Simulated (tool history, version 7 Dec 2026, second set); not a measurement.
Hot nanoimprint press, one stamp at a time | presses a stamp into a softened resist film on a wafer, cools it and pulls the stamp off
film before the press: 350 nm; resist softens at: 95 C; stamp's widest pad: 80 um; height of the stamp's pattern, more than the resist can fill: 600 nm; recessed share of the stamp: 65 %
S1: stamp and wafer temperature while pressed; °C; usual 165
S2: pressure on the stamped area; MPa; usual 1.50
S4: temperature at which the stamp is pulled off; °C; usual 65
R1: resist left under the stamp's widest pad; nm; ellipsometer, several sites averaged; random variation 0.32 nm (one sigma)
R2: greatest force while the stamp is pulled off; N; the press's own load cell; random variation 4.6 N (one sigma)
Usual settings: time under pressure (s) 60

{"run": 1, "day": 0.0, "S1": 165, "S2": 1.5, "time under pressure (s)": 60, "S4": 65, "R1": 188.9, "R2": 219}
{"run": 2, "day": 0.342, "S1": 165, "S2": 1.5, "time under pressure (s)": 60, "S4": 65, "R1": 188.9, "R2": 239}
{"run": 3, "day": 0.758, "S1": 165, "S2": 1.5, "time under pressure (s)": 39, "S4": 65, "R1": 214.9, "R2": 222}
{"run": 4, "day": 1.238, "S1": 165, "S2": 1.5, "time under pressure (s)": 39, "S4": 65, "R1": 215.4, "R2": 224}
{"run": 5, "day": 1.65, "S1": 165, "S2": 1.5, "time under pressure (s)": 39, "S4": 65, "R1": 216.0, "R2": 227}
{"run": 6, "day": 2.088, "S1": 165, "S2": 1.5, "time under pressure (s)": 39, "S4": 65, "R1": 214.9, "R2": 222}
{"run": 7, "day": 2.567, "S1": 165, "S2": 1.5, "time under pressure (s)": 39, "S4": 65, "R1": 215.1, "R2": 223}
{"run": 8, "day": 3.033, "S1": 172, "S2": 1.5, "time under pressure (s)": 60, "S4": 65, "R1": 135.1, "R2": 227}
{"run": 9, "day": 3.329, "S1": 165, "S2": 1.5, "time under pressure (s)": 60, "S4": 65, "R1": 187.8, "R2": 232}
{"run": 10, "day": 3.817, "S1": 165, "S2": 1.7, "time under pressure (s)": 60, "S4": 65, "R1": 178.2, "R2": 222}
{"run": 11, "day": 4.221, "S1": 165, "S2": 1.7, "time under pressure (s)": 60, "S4": 65, "R1": 178.0, "R2": 226}
{"run": 12, "day": 4.525, "S1": 165, "S2": 1.5, "time under pressure (s)": 31, "S4": 65, "R1": 228.9, "R2": 231}
{"run": 13, "day": 4.754, "S1": 165, "S2": 1.5, "time under pressure (s)": 31, "S4": 65, "R1": 228.6, "R2": 222}
{"run": 14, "day": 5.125, "S1": 165, "S2": 1.5, "time under pressure (s)": 60, "S4": 65, "R1": 187.6, "R2": 220}
{"run": 15, "day": 5.512, "S1": 165, "S2": 1.5, "time under pressure (s)": 60, "S4": 65, "R1": 187.2, "R2": 228}
{"run": 16, "day": 5.771, "S1": 173, "S2": 1.5, "time under pressure (s)": 60, "S4": 65, "R1": 128.0, "R2": 232}
{"run": 17, "day": 6.204, "S1": 166, "S2": 1.72, "time under pressure (s)": 53, "S4": 70, "R1": 175.5, "R2": 200}
{"run": 18, "day": 6.533, "S1": 168, "S2": 1.16, "time under pressure (s)": 52, "S4": 58, "R1": 191.6, "R2": 249}
{"run": 19, "day": 6.954, "S1": 168, "S2": 1.16, "time under pressure (s)": 39, "S4": 61, "R1": 208.7, "R2": 249}
{"run": 20, "day": 7.421, "S1": 168, "S2": 1.16, "time under pressure (s)": 39, "S4": 61, "R1": 209.7, "R2": 247}
{"run": 21, "day": 7.825, "S1": 168, "S2": 1.16, "time under pressure (s)": 39, "S4": 61, "R1": 208.7, "R2": 255}
{"run": 22, "day": 8.221, "S1": 165, "S2": 1.5, "time under pressure (s)": 38, "S4": 53, "R1": 215.0, "R2": 291}
{"run": 23, "day": 8.55, "S1": 165, "S2": 1.5, "time under pressure (s)": 51, "S4": 65, "R1": 196.3, "R2": 230}
{"run": 24, "day": 8.938, "S1": 155, "S2": 1.35, "time under pressure (s)": 51, "S4": 65, "R1": 288.6, "R2": 230}
{"run": 25, "day": 9.212, "S1": 165, "S2": 2.07, "time under pressure (s)": 60, "S4": 67, "R1": 161.3, "R2": 223}
{"run": 26, "day": 9.7, "S1": 169, "S2": 1.56, "time under pressure (s)": 35, "S4": 56, "R1": 183.5, "R2": 267}
{"run": 27, "day": 9.983, "S1": 171, "S2": 1.98, "time under pressure (s)": 48, "S4": 64, "R1": 133.1, "R2": 238}
{"run": 28, "day": 10.242, "S1": 168, "S2": 1.5, "time under pressure (s)": 60, "S4": 62, "R1": 161.8, "R2": 239}
{"run": 29, "day": 10.579, "S1": 168, "S2": 1.5, "time under pressure (s)": 60, "S4": 62, "R1": 161.3, "R2": 247}

Forecast each of these 5 alternatives for the next run:
{"run": "A", "day": 10.921, "S1": 168, "S2": 1.5, "time under pressure (s)": 33, "S4": 54, "R1": "?", "R2": "?"}
{"run": "B", "day": 10.921, "S1": 168, "S2": 1.42, "time under pressure (s)": 45, "S4": 63, "R1": "?", "R2": "?"}
{"run": "C", "day": 10.921, "S1": 168, "S2": 1.02, "time under pressure (s)": 60, "S4": 62, "R1": "?", "R2": "?"}
{"run": "D", "day": 10.921, "S1": 169, "S2": 1.25, "time under pressure (s)": 51, "S4": 62, "R1": "?", "R2": "?"}
{"run": "E", "day": 10.921, "S1": 165, "S2": 2.37, "time under pressure (s)": 60, "S4": 65, "R1": "?", "R2": "?"}

run=A R1=197.3 R2=277
run=B R1=183.2 R2=242
run=C R1=191.0 R2=242
run=D R1=177.0 R2=245
run=E R1=150.2 R2=223
Without the tool's hidden state the same runs would have given:
run=A R1=200.4 R2=276
run=B R1=186.2 R2=241
run=C R1=194.0 R2=242
run=D R1=179.9 R2=245
run=E R1=152.6 R2=222
